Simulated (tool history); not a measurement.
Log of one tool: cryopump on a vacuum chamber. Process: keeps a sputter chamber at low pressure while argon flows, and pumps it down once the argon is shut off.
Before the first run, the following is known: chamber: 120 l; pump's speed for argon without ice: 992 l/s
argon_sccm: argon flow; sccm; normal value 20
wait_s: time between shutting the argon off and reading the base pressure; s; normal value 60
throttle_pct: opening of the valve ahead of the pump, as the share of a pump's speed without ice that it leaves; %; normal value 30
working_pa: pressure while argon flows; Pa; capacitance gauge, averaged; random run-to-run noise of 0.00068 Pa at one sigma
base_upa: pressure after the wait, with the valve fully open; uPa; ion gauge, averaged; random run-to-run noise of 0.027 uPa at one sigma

run	day	argon_sccm	wait_s	throttle_pct	working_pa	base_upa
1	0.000	20	60	30	0.1155	1.25
2	1.812	20	60	21	0.1652	1.28
3	4.354	20	32	30	0.1165	2.11
4	6.796	20	60	39	0.0900	1.31
5	10.017	20	60	39	0.0913	1.33
6	13.262	20	60	39	0.0922	1.42
7	16.329	20	60	39	0.0915	1.35
8	19.196	20	60	30	0.1184	1.41
9	22.721	20	60	30	0.1180	1.43
10	25.488	20	60	30	0.1184	1.42
11	28.308	20	60	30	0.1194	1.51
12	31.392	13	60	30	0.0773	1.49
13	34.004	13	60	28	0.0835	1.52
14	37.912	13	235	28	0.0836	0.87
15	39.971	20	60	30	0.1204	1.54
16	42.800	8	60	30	0.0488	1.64
17	45.371	22	44	16	0.2426	1.90
18	48.846	11	30	56	0.0377	2.64
19	51.304	11	30	56	0.0391	2.58
# day 53.079: pump warmed up, emptied and cooled again
20	54.462	11	30	56	0.0343	2.42
21	58.054	11	30	56	0.0343	2.47
22	60.533	10	60	30	0.0573	1.61
23	64.521	10	60	30	0.0568	1.65
24	66.342	10	60	30	0.0570	1.60
25	70.250	20	80	54	0.0649	1.45
26	72.200	20	60	16	0.2156	1.64
27	74.083	20	60	16	0.2144	1.60
28	76.008	10	205	51	0.0356	1.02
29	79.512	39	65	17	0.3971	1.60

Here are 3 independent what-if runs from the current tool condition. What would each one return?
A	83.121	22	65	27	?	?
B	83.121	20	200	28	?	?
C	83.121	20	237	32	?	?

run	working_pa	base_upa
A	0.1425	1.67
B	0.1257	1.09
C	0.1096	0.99
Without the tool's unlogged condition, the same runs would have read:
run	working_pa	base_upa
A	0.1382	1.18
B	0.1218	0.61
C	0.1057	0.51

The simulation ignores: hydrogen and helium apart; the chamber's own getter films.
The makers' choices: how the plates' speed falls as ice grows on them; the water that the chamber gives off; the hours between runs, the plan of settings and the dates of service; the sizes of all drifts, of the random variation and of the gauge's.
